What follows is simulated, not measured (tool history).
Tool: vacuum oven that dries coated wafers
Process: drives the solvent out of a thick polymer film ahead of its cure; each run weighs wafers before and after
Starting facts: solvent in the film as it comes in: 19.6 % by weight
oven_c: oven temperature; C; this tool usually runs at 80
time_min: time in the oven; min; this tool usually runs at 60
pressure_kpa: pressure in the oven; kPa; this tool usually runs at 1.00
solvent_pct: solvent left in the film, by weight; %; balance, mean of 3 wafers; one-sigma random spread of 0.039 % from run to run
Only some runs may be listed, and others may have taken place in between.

run 1 hour=0.0 | oven_c=80 time_min=60 pressure_kpa=1.00 | solvent_pct=2.19
run 2 hour=21.5 | oven_c=80 time_min=60 pressure_kpa=1.00 | solvent_pct=2.10
run 3 hour=50.5 | oven_c=80 time_min=60 pressure_kpa=1.00 | solvent_pct=2.17
run 4 hour=80.1 | oven_c=80 time_min=60 pressure_kpa=1.00 | solvent_pct=2.11
run 5 hour=95.5 | oven_c=84 time_min=60 pressure_kpa=1.00 | solvent_pct=1.37
run 6 hour=124.4 | oven_c=84 time_min=60 pressure_kpa=1.00 | solvent_pct=1.35
run 7 hour=142.4 | oven_c=84 time_min=60 pressure_kpa=1.00 | solvent_pct=1.36
run 8 hour=158.8 | oven_c=80 time_min=60 pressure_kpa=1.00 | solvent_pct=2.15
run 9 hour=184.5 | oven_c=80 time_min=60 pressure_kpa=1.00 | solvent_pct=2.16
run 10 hour=207.9 | oven_c=80 time_min=60 pressure_kpa=1.00 | solvent_pct=2.12
run 11 hour=234.0 | oven_c=80 time_min=60 pressure_kpa=1.00 | solvent_pct=2.11
run 12 hour=254.5 | oven_c=66 time_min=48 pressure_kpa=1.00 | solvent_pct=7.50
run 13 hour=278.7 | oven_c=80 time_min=43 pressure_kpa=3.60 | solvent_pct=4.34
run 14 hour=293.4 | oven_c=80 time_min=43 pressure_kpa=3.60 | solvent_pct=4.27
run 15 hour=307.9 | oven_c=80 time_min=49 pressure_kpa=1.94 | solvent_pct=3.25
run 16 hour=320.6 | oven_c=67 time_min=95 pressure_kpa=1.36 | solvent_pct=3.62
run 17 hour=342.1 | oven_c=67 time_min=95 pressure_kpa=1.36 | solvent_pct=3.56
run 18 hour=363.0 | oven_c=82 time_min=49 pressure_kpa=0.55 | solvent_pct=2.39
run 19 hour=392.8 | oven_c=81 time_min=49 pressure_kpa=0.55 | solvent_pct=2.62
run 20 hour=411.6 | oven_c=81 time_min=49 pressure_kpa=0.55 | solvent_pct=2.57
run 21 hour=433.8 | oven_c=81 time_min=49 pressure_kpa=0.55 | solvent_pct=2.54

Forecast each of these 5 alternatives for the next run:
run A hour=461.3 | oven_c=80 time_min=60 pressure_kpa=2.29 | solvent_pct=?
run B hour=461.3 | oven_c=65 time_min=50 pressure_kpa=2.00 | solvent_pct=?
run C hour=461.3 | oven_c=80 time_min=60 pressure_kpa=1.34 | solvent_pct=?
run D hour=461.3 | oven_c=80 time_min=60 pressure_kpa=2.10 | solvent_pct=?
run E hour=461.3 | oven_c=87 time_min=40 pressure_kpa=1.00 | solvent_pct=?

run=A solvent_pct=2.42
run=B solvent_pct=7.90
run=C solvent_pct=2.18
run=D solvent_pct=2.36
run=E solvent_pct=2.25
Had the tool no hidden state, the same runs would have come out as:
run=A solvent_pct=2.67
run=B solvent_pct=8.27
run=C solvent_pct=2.42
run=D solvent_pct=2.62
run=E solvent_pct=2.50

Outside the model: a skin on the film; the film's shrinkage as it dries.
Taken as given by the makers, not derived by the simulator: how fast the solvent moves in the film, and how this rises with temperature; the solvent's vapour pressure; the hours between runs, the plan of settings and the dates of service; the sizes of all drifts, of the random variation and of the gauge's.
